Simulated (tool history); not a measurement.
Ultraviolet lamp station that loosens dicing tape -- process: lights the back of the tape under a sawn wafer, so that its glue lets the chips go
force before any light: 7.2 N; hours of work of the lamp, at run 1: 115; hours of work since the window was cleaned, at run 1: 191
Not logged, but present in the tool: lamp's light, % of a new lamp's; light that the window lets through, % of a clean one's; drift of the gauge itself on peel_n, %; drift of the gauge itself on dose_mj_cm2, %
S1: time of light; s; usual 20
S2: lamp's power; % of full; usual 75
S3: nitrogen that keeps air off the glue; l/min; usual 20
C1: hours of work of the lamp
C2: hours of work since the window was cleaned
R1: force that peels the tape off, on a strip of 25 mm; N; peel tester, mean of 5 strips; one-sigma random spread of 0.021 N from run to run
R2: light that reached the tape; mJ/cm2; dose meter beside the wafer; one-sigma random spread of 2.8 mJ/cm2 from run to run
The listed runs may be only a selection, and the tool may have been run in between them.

run	hour	S1	S2	S3	C1	C2	R1	R2
1	0.0	20	75	20	115	191	1.198	346
2	7.9	20	75	20	120	195	1.193	342
3	19.2	20	75	20	126	202	1.181	338
4	31.5	20	75	20	132	208	1.215	341
5	43.2	20	75	20	139	215	1.256	337
6	55.0	20	75	20	145	221	1.240	339
7	66.7	20	75	20	152	227	1.222	332
# hour 74.6: window cleaned of glue's vapour
8	77.2	20	75	20	157	1	1.319	324
9	88.0	20	75	8	163	7	2.049	325
10	93.3	20	75	20	166	10	1.360	328
11	103.7	20	75	20	171	16	1.322	327
12	112.8	20	75	20	176	21	1.307	323
# hour 117.1: window cleaned of glue's vapour, once more
13	119.8	20	75	14	180	1	1.396	356
14	132.0	20	75	14	187	8	1.376	357
15	139.9	21	99	25	191	12	0.541	489
16	146.7	10	75	25	195	16	2.593	177
17	151.7	14	75	31	197	19	1.631	250
18	158.1	14	75	31	201	22	1.650	251
19	168.2	14	98	31	206	28	1.088	322
20	177.7	14	98	31	211	33	1.091	319
21	183.0	17	63	31	214	36	1.664	249
22	193.6	15	84	24	220	42	1.449	289
23	203.0	15	84	32	225	47	1.291	291
24	208.9	18	75	21	228	50	1.379	311
25	220.2	15	75	21	235	56	1.771	260
26	228.6	29	83	19	239	61	0.473	559
27	234.9	34	63	20	243	64	0.611	492
28	244.7	21	75	34	248	70	0.838	358

Below are 4 alternative next runs, each starting from the tool's condition after run 28. Predict each:
A	251.8	13	75	20	252	73	?	?
B	251.8	19	61	34	252	73	?	?
C	251.8	18	83	13	252	73	?	?
D	251.8	21	94	10	252	73	?	?

run	R1	R2
A	2.257	226
B	1.433	261
C	1.516	340
D	1.109	451
Without the tool's hidden state the same runs would have given:
run	R1	R2
A	2.001	250
B	1.222	289
C	1.300	376
D	0.928	499
